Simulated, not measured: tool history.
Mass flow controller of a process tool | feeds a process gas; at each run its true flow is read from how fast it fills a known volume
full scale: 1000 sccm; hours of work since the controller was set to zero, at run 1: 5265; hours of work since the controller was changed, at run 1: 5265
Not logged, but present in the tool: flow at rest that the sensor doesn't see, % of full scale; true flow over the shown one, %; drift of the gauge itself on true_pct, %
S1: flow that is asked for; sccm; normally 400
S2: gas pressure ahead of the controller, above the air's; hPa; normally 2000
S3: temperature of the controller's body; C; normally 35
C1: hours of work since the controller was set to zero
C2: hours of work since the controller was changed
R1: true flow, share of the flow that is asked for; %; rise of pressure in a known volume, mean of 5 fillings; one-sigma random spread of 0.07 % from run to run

{"run": 1, "day": 0.0, "S1": 400, "S2": 2000, "S3": 35, "C1": 5265, "C2": 5265, "R1": 98.1}
{"run": 2, "day": 6.358, "S1": 400, "S2": 2000, "S3": 35, "C1": 5340, "C2": 5340, "R1": 98.01}
{"run": 3, "day": 14.433, "S1": 400, "S2": 2000, "S3": 35, "C1": 5436, "C2": 5436, "R1": 98.02}
{"run": 4, "day": 26.958, "S1": 400, "S2": 2000, "S3": 35, "C1": 5584, "C2": 5584, "R1": 98.04}
{"run": 5, "day": 40.554, "S1": 400, "S2": 2000, "S3": 34, "C1": 5745, "C2": 5745, "R1": 97.95}
{"day": 47.917, "done": "controller's zero set anew"}
{"run": 6, "day": 49.071, "S1": 400, "S2": 2000, "S3": 34, "C1": 14, "C2": 5845, "R1": 98.01}
{"run": 7, "day": 57.617, "S1": 400, "S2": 2680, "S3": 35, "C1": 115, "C2": 5947, "R1": 98.01}
{"run": 8, "day": 64.058, "S1": 400, "S2": 2680, "S3": 21, "C1": 191, "C2": 6023, "R1": 99.1}
{"run": 9, "day": 75.654, "S1": 400, "S2": 2000, "S3": 34, "C1": 328, "C2": 6160, "R1": 97.93}
{"run": 10, "day": 85.904, "S1": 400, "S2": 2000, "S3": 34, "C1": 450, "C2": 6281, "R1": 97.86}
{"run": 11, "day": 99.9, "S1": 400, "S2": 2000, "S3": 34, "C1": 615, "C2": 6447, "R1": 97.93}
{"run": 12, "day": 113.058, "S1": 618, "S2": 2550, "S3": 35, "C1": 771, "C2": 6603, "R1": 98.35}
{"run": 13, "day": 126.771, "S1": 618, "S2": 2550, "S3": 35, "C1": 933, "C2": 6765, "R1": 98.31}
{"run": 14, "day": 138.892, "S1": 618, "S2": 2550, "S3": 35, "C1": 1077, "C2": 6909, "R1": 98.35}
{"run": 15, "day": 146.762, "S1": 618, "S2": 2550, "S3": 35, "C1": 1170, "C2": 7002, "R1": 98.26}
{"run": 16, "day": 160.258, "S1": 618, "S2": 2550, "S3": 35, "C1": 1330, "C2": 7161, "R1": 98.24}
{"run": 17, "day": 169.342, "S1": 202, "S2": 1500, "S3": 24, "C1": 1437, "C2": 7269, "R1": 97.89}
{"run": 18, "day": 175.621, "S1": 205, "S2": 2450, "S3": 22, "C1": 1512, "C2": 7343, "R1": 98.39}
{"run": 19, "day": 186.758, "S1": 205, "S2": 2450, "S3": 22, "C1": 1643, "C2": 7475, "R1": 98.29}
{"run": 20, "day": 199.029, "S1": 215, "S2": 2440, "S3": 33, "C1": 1789, "C2": 7620, "R1": 97.33}
{"run": 21, "day": 212.75, "S1": 736, "S2": 2000, "S3": 36, "C1": 1951, "C2": 7783, "R1": 98}
{"run": 22, "day": 223.338, "S1": 736, "S2": 2000, "S3": 36, "C1": 2076, "C2": 7908, "R1": 98.1}

Hidden state at the last listed run before each entry between runs and at the first one after, where it differs:
In the gap between runs 5 and 6: controller's zero set anew (day 47.917)
  flow at rest that the sensor doesn't see, % of full scale: 0.004 -> 0; drift of the gauge itself on true_pct, %: -0.11 -> -0.14
  what was measured, less what the result would be without the hidden state, R1: -0.1 -> -0.14 %
